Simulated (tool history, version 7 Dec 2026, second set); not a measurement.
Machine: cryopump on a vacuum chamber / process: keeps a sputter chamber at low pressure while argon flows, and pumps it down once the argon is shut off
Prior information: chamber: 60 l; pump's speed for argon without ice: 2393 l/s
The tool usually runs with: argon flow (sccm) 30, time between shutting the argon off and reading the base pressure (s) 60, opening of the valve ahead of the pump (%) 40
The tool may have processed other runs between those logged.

run   hour  argon flow (sccm)  time between shutting the argon off and reading the base pressure (s)  opening of the valve ahead of the pump (%)  pressure while argon flows (Pa)  pressure after the wait (uPa)
  1    0.0                 30                                                                     60                                          40                           0.0585                           1.67
      12.2  -- pump warmed up, emptied and cooled again
  2   84.5                 30                                                                     60                                          40                           0.0546                           1.70
  3  190.6                 30                                                                    143                                          40                           0.0544                           1.11
  4  278.7                 30                                                                    143                                          40                           0.0560                           1.17
  5  379.7                 30                                                                     60                                          40                           0.0569                           1.89
  6  453.0                 17                                                                     30                                          17                           0.0737                           2.86
  7  521.5                 17                                                                     30                                          17                           0.0743                           2.95
     591.9  -- pump warmed up, emptied and cooled again
  8  623.3                 30                                                                     79                                          33                           0.0658                           1.55
  9  680.4                 33                                                                    247                                          41                           0.0589                           1.04
 10  737.6                 16                                                                     63                                          16                           0.0719                           1.86

5 options for the next run, each taken on its own from the tool as it stands now. Forecast them:
  A  838.9                 30                                                                    186                                          15                                ?                              ?
  B  838.9                 36                                                                     69                                          53                                ?                              ?
  C  838.9                 16                                                                    103                                          16                                ?                              ?
  D  838.9                 16                                                                    109                                          40                                ?                              ?
  E  838.9                 25                                                                     50                                          37                                ?                              ?

run  pressure while argon flows (Pa)  pressure after the wait (uPa)
  A                           0.1435                           1.25
  B                           0.0512                           1.83
  C                           0.0712                           1.52
  D                           0.0292                           1.46
  E                           0.0501                           2.17
The same runs, with their run-to-run variation unchanged, on a tool lacking any hidden condition would have given:
run  pressure while argon flows (Pa)  pressure after the wait (uPa)
  A                           0.1405                           0.46
  B                           0.0476                           1.04
  C                           0.0696                           0.72
  D                           0.0276                           0.69
  E                           0.0476                           1.39

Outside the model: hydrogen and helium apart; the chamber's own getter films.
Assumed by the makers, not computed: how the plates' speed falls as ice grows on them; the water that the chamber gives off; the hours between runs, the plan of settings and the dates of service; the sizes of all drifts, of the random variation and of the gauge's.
